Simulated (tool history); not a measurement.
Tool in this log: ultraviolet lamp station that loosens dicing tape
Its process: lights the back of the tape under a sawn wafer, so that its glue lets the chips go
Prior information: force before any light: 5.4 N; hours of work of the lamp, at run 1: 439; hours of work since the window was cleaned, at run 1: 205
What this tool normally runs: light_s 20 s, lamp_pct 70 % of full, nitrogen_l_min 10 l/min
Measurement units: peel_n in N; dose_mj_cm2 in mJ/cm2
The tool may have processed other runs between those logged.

run   hour  light_s  lamp_pct  nitrogen_l_min  hours of work of the lamp  hours of work since the window was cleaned  peel_n  dose_mj_cm2
  1      0       20        70              10                        439                                         205    0.61          477
  2   15.4       13        70              10                        451                                         217   1.201          310
  3   24.2       13        70              10                        458                                         224   1.222          311
  4   35.9       13        70              10                        467                                         233   1.249          311
  5   51.3       13        70              10                        479                                         245   1.229          310
  6   68.1       13        70              10                        492                                         258   1.217          314
  7   85.6       13        70              10                        505                                         271   1.248          305
  8  100.4       26        70              10                        517                                         283   0.379          616
  9  115.6       19        70              10                        528                                         294    0.64          452
 10  130.6       19        70              10                        540                                         306   0.691          455
 11  146.9       20        70              10                        553                                         319   0.591          474
 12  156.5       20        70              10                        560                                         326   0.621          479
 13  165.7       20        70              10                        567                                         333   0.594          476
 14  173.1       20        70              10                        573                                         339   0.609          477
 15  190.6       20        70              10                        586                                         352   0.582          477
 16  206.6       20        70              10                        599                                         365   0.588          480
 17  221.6       20        70              10                        610                                         376   0.611          475
 18  229.8       20        70              10                        617                                         383   0.603          475
 19  239.9       20        70              10                        624                                         390   0.589          472
     243.7  -- window cleaned of glue's vapour
 20  254.1       20        72               4                        635                                           8     0.8          491
 21  265.8       20        72               4                        644                                          17   0.821          491
 22  276.6       20        72               4                        652                                          25   0.806          490
 23  284.4       20        70              14                        658                                          31   0.555          474
 24  295.8       20        61              14                        667                                          40   0.682          416
 25  304.2       20        61              14                        674                                          47   0.703          415
 26    317       20        61              14                        683                                          57   0.683          419
 27  333.8       13        70              10                        696                                          70   1.176          310
 28    343       13        83              10                        703                                          77   0.922          374
 29    361       10        94              10                        717                                          90   1.179          322

Consider 4 possible next runs. They are alternatives, not a sequence: every one starts from the tool as it was left by run 29. What does each give?
  A  372.7       31        84              12                        726                                         100       ?            ?
  B  372.7       20        94               8                        726                                         100       ?            ?
  C  372.7       39        94               5                        726                                         100       ?            ?
  D  372.7       10        60              12                        726                                         100       ?            ?

run  peel_n  dose_mj_cm2
  A   0.201          891
  B   0.374          636
  C   0.173         1238
  D   1.844          203
Had the tool no hidden state, the same runs would have come out as:
run  peel_n  dose_mj_cm2
  A   0.201          893
  B   0.373          637
  C   0.172         1240
  D    1.84          203
